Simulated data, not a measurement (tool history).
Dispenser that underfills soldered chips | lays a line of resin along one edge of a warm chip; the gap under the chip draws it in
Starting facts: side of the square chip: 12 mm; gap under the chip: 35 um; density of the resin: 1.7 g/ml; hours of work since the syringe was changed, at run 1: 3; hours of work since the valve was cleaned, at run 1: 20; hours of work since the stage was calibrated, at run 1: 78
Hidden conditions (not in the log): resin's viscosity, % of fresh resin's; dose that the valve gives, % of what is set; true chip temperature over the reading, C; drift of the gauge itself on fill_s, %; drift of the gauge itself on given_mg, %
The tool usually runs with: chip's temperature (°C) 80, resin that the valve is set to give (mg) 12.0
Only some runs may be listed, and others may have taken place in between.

run	day	chip's temperature (°C)	resin that the valve is set to give (mg)	hours of work since the syringe was changed	hours of work since the valve was cleaned	hours of work since the stage was calibrated	time until the resin shows at the far edge (s)	resin that the valve gave (mg)
1	0.000	80	12.0	3	20	78	128.5	11.82
2	0.079	80	12.0	4	21	79	143.8	11.88
# day 0.229: new syringe of resin
3	0.250	80	12.0	0	24	82	106.0	11.80
4	0.358	80	12.0	2	26	84	126.2	11.81
5	0.488	80	12.0	4	28	86	149.2	11.80
# day 0.625: new syringe of resin
6	0.662	80	12.0	1	31	89	104.3	11.79
7	0.838	80	12.0	4	34	92	136.8	11.82
8	0.983	80	12.0	6	36	94	169.8	11.72
# day 1.008: new syringe of resin
9	1.125	80	12.0	2	38	97	120.7	11.77
10	1.238	80	12.0	4	40	99	143.1	11.73
# day 1.396: new syringe of resin
11	1.433	80	12.0	1	44	102	108.9	11.77
12	1.550	80	12.0	3	46	104	127.9	11.75
13	1.696	84	10.9	5	48	106	137.7	10.64
# day 1.792: new syringe of resin
14	1.825	93	15.4	1	50	108	59.1	15.03
15	1.917	79	14.1	2	52	110	123.0	13.80
# day 1.992: dispensing valve cleaned and set on the balance
16	2.058	73	15.1	4	1	111	183.9	15.06
# day 2.217: new syringe of resin
17	2.258	73	15.1	1	4	115	141.7	15.09
18	2.421	70	10.4	3	7	117	220.1	10.33
19	2.521	70	10.4	5	9	119	251.8	10.32
# day 2.608: new syringe of resin
20	2.679	70	10.4	1	11	122	184.1	10.38
21	2.779	66	12.7	3	13	123	241.0	12.65

Each row is a separate what-if for the run after 21, all from the same tool condition, not one after another. Results?
A	2.912	82	12.1	5	15	125	?	?
B	2.912	74	15.0	5	15	125	?	?
C	2.912	72	12.0	5	15	125	?	?
D	2.912	80	10.4	5	15	125	?	?

run	time until the resin shows at the far edge (s)	resin that the valve gave (mg)
A	143.1	12.00
B	199.0	14.94
C	220.0	11.96
D	163.6	10.32
With no hidden state in the tool, these same runs would have given:
run	time until the resin shows at the far edge (s)	resin that the valve gave (mg)
A	95.2	12.06
B	132.6	15.02
C	146.4	12.03
D	108.8	10.37
